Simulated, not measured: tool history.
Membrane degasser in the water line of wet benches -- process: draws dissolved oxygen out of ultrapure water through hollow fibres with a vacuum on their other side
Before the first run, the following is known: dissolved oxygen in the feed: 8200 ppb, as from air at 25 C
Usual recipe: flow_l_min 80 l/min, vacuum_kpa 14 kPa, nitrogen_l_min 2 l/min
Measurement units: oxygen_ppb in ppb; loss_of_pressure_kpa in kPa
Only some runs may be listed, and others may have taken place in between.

{"run": 1, "day": 0.0, "flow_l_min": 80, "vacuum_kpa": 14, "nitrogen_l_min": 2, "oxygen_ppb": 843.6, "loss_of_pressure_kpa": 35.35}
{"run": 2, "day": 1.158, "flow_l_min": 110, "vacuum_kpa": 14, "nitrogen_l_min": 2, "oxygen_ppb": 1073.5, "loss_of_pressure_kpa": 48.61}
{"run": 3, "day": 2.508, "flow_l_min": 110, "vacuum_kpa": 14, "nitrogen_l_min": 2, "oxygen_ppb": 1077.3, "loss_of_pressure_kpa": 48.9}
{"run": 4, "day": 4.388, "flow_l_min": 110, "vacuum_kpa": 14, "nitrogen_l_min": 2, "oxygen_ppb": 1076.2, "loss_of_pressure_kpa": 48.66}
{"run": 5, "day": 5.842, "flow_l_min": 110, "vacuum_kpa": 14, "nitrogen_l_min": 2, "oxygen_ppb": 1074.7, "loss_of_pressure_kpa": 48.61}
{"run": 6, "day": 7.396, "flow_l_min": 110, "vacuum_kpa": 18.1, "nitrogen_l_min": 2, "oxygen_ppb": 1401.2, "loss_of_pressure_kpa": 48.67}
{"run": 7, "day": 8.679, "flow_l_min": 110, "vacuum_kpa": 18.1, "nitrogen_l_min": 2, "oxygen_ppb": 1405.3, "loss_of_pressure_kpa": 48.6}
{"run": 8, "day": 10.304, "flow_l_min": 80, "vacuum_kpa": 14, "nitrogen_l_min": 3.69, "oxygen_ppb": 537.3, "loss_of_pressure_kpa": 35.37}
{"run": 9, "day": 11.346, "flow_l_min": 107, "vacuum_kpa": 14, "nitrogen_l_min": 3.69, "oxygen_ppb": 694.8, "loss_of_pressure_kpa": 47.26}
{"run": 10, "day": 12.854, "flow_l_min": 80, "vacuum_kpa": 14.3, "nitrogen_l_min": 2, "oxygen_ppb": 865.1, "loss_of_pressure_kpa": 35.35}
{"run": 11, "day": 14.775, "flow_l_min": 80, "vacuum_kpa": 14.3, "nitrogen_l_min": 2, "oxygen_ppb": 864.8, "loss_of_pressure_kpa": 35.18}
{"run": 12, "day": 16.479, "flow_l_min": 80, "vacuum_kpa": 14.3, "nitrogen_l_min": 2, "oxygen_ppb": 868.6, "loss_of_pressure_kpa": 35.33}
{"run": 13, "day": 18.458, "flow_l_min": 80, "vacuum_kpa": 14.3, "nitrogen_l_min": 2, "oxygen_ppb": 864, "loss_of_pressure_kpa": 35.2}
{"run": 14, "day": 20.554, "flow_l_min": 80, "vacuum_kpa": 29.5, "nitrogen_l_min": 2, "oxygen_ppb": 1778, "loss_of_pressure_kpa": 35.36}
{"run": 15, "day": 22.692, "flow_l_min": 80, "vacuum_kpa": 29.5, "nitrogen_l_min": 2, "oxygen_ppb": 1779.1, "loss_of_pressure_kpa": 35.49}
{"run": 16, "day": 24.546, "flow_l_min": 80, "vacuum_kpa": 29.5, "nitrogen_l_min": 2, "oxygen_ppb": 1778.1, "loss_of_pressure_kpa": 35.47}
{"run": 17, "day": 26.762, "flow_l_min": 80, "vacuum_kpa": 29.5, "nitrogen_l_min": 2, "oxygen_ppb": 1779, "loss_of_pressure_kpa": 35.23}
{"run": 18, "day": 27.933, "flow_l_min": 80, "vacuum_kpa": 14, "nitrogen_l_min": 2.89, "oxygen_ppb": 648.3, "loss_of_pressure_kpa": 35.35}
{"run": 19, "day": 29.438, "flow_l_min": 121, "vacuum_kpa": 14, "nitrogen_l_min": 1.25, "oxygen_ppb": 1516.8, "loss_of_pressure_kpa": 53.33}
{"run": 20, "day": 31.138, "flow_l_min": 59, "vacuum_kpa": 20.5, "nitrogen_l_min": 4.32, "oxygen_ppb": 544.9, "loss_of_pressure_kpa": 26.07}
{"run": 21, "day": 32.775, "flow_l_min": 80, "vacuum_kpa": 8.8, "nitrogen_l_min": 1.71, "oxygen_ppb": 537.7, "loss_of_pressure_kpa": 35.32}
{"run": 22, "day": 34.621, "flow_l_min": 54, "vacuum_kpa": 34.2, "nitrogen_l_min": 0.86, "oxygen_ppb": 2636.1, "loss_of_pressure_kpa": 23.97}
{"run": 23, "day": 36.179, "flow_l_min": 69, "vacuum_kpa": 8.8, "nitrogen_l_min": 4.97, "oxygen_ppb": 214.7, "loss_of_pressure_kpa": 30.44}
{"run": 24, "day": 38.279, "flow_l_min": 111, "vacuum_kpa": 8.8, "nitrogen_l_min": 1.08, "oxygen_ppb": 909.1, "loss_of_pressure_kpa": 49.03}
{"run": 25, "day": 39.642, "flow_l_min": 111, "vacuum_kpa": 8.8, "nitrogen_l_min": 1.08, "oxygen_ppb": 908.4, "loss_of_pressure_kpa": 49.13}
{"run": 26, "day": 42.008, "flow_l_min": 70, "vacuum_kpa": 17.5, "nitrogen_l_min": 1.25, "oxygen_ppb": 1343, "loss_of_pressure_kpa": 31.02}
{"run": 27, "day": 44.283, "flow_l_min": 56, "vacuum_kpa": 14, "nitrogen_l_min": 1.16, "oxygen_ppb": 946.3, "loss_of_pressure_kpa": 24.81}
{"run": 28, "day": 45.667, "flow_l_min": 54, "vacuum_kpa": 12.6, "nitrogen_l_min": 2.05, "oxygen_ppb": 534.5, "loss_of_pressure_kpa": 23.95}
{"run": 29, "day": 46.704, "flow_l_min": 54, "vacuum_kpa": 33.5, "nitrogen_l_min": 2.05, "oxygen_ppb": 1479.4, "loss_of_pressure_kpa": 23.85}
{"run": 30, "day": 48.467, "flow_l_min": 54, "vacuum_kpa": 33.5, "nitrogen_l_min": 2.05, "oxygen_ppb": 1482, "loss_of_pressure_kpa": 24.08}
{"run": 31, "day": 50.583, "flow_l_min": 73, "vacuum_kpa": 24.2, "nitrogen_l_min": 3.42, "oxygen_ppb": 934.8, "loss_of_pressure_kpa": 32.29}

Selected run-to-run steps in oxygen_ppb, each split into two signed amounts: the part the tool would show with no hidden state at all (from settings, incoming material and random variation), and the remainder, which goes to the hidden state together with any gauge scatter not common to the measured and the hidden-state-free results:
Unlogged tool condition in this case: membrane still open, %; true pressure behind the membrane over the reading, kPa; air that leaks in behind the membrane, l/min; drift of the gauge itself on oxygen_ppb, %; drift of the gauge itself on loss_of_pressure_kpa, %.
Run 17 -> 18: vacuum_kpa 29.5 -> 14, nitrogen_l_min 2 -> 2.89. oxygen_ppb -1130.7 ppb: hidden state -1.2, all else -1129.5.
Run 19 -> 20: flow_l_min 121 -> 59, vacuum_kpa 14 -> 20.5, nitrogen_l_min 1.25 -> 4.32. oxygen_ppb -971.9 ppb: hidden state -7.3, all else -964.6.
Run 21 -> 22: flow_l_min 80 -> 54, vacuum_kpa 8.8 -> 34.2, nitrogen_l_min 1.71 -> 0.86. oxygen_ppb +2098.4 ppb: hidden state -4.1, all else +2102.5.
Run 22 -> 23: flow_l_min 54 -> 69, vacuum_kpa 34.2 -> 8.8, nitrogen_l_min 0.86 -> 4.97. oxygen_ppb -2421.4 ppb: hidden state -3.4, all else -2418.
Run 23 -> 24: flow_l_min 69 -> 111, nitrogen_l_min 4.97 -> 1.08. oxygen_ppb +694.4 ppb: hidden state +14.4, all else +680.
Run 25 -> 26: flow_l_min 111 -> 70, vacuum_kpa 8.8 -> 17.5, nitrogen_l_min 1.08 -> 1.25. oxygen_ppb +434.6 ppb: hidden state -8, all else +442.6.
